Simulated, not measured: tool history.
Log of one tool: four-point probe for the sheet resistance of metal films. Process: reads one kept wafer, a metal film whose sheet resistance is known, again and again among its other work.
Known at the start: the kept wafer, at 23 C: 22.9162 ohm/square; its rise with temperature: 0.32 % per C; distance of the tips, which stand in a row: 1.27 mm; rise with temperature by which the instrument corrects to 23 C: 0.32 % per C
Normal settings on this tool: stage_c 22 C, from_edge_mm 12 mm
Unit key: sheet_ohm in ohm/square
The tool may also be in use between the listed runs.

| run | day | stage_c | from_edge_mm | sheet_ohm |
|---|---|---|---|---|
| 1 | 0 | 22 | 12 | 22.99706 |
| 2 | 1.021 | 22 | 12 | 23.000755 |
| 3 | 1.996 | 22 | 12 | 22.987679 |
| 4 | 3.1 | 22 | 12 | 23.002547 |
| 5 | 3.833 | 22 | 12 | 22.992899 |
| 6 | 4.65 | 19 | 12 | 22.99588 |
| 7 | 5.942 | 22 | 3 | 24.848295 |
| 8 | 7.1 | 27 | 4 | 24.026437 |
| 9 | 8.388 | 27 | 4 | 24.020829 |
| 10 | 9.571 | 19 | 12 | 22.997749 |
| 11 | 10.467 | 19 | 12 | 22.987562 |
| 12 | 11.038 | 19 | 12 | 22.993453 |

Predict each of these 5 candidate next runs independently; none follows another, all start after run 12:
| A | 11.692 | 20 | 12 | ? |
| B | 11.692 | 22 | 7 | ? |
| C | 11.692 | 20 | 26 | ? |
| D | 11.692 | 19 | 5 | ? |
| E | 11.692 | 30 | 21 | ? |

| run | sheet_ohm |
|---|---|
| A | 22.983956 |
| B | 23.245136 |
| C | 22.880704 |
| D | 23.620225 |
| E | 22.887157 |
Stripped of hidden state, with their random variation kept, the same runs would have yielded:
| run | sheet_ohm |
|---|---|
| A | 23.052981 |
| B | 23.314966 |
| C | 22.949448 |
| D | 23.690916 |
| E | 22.956392 |

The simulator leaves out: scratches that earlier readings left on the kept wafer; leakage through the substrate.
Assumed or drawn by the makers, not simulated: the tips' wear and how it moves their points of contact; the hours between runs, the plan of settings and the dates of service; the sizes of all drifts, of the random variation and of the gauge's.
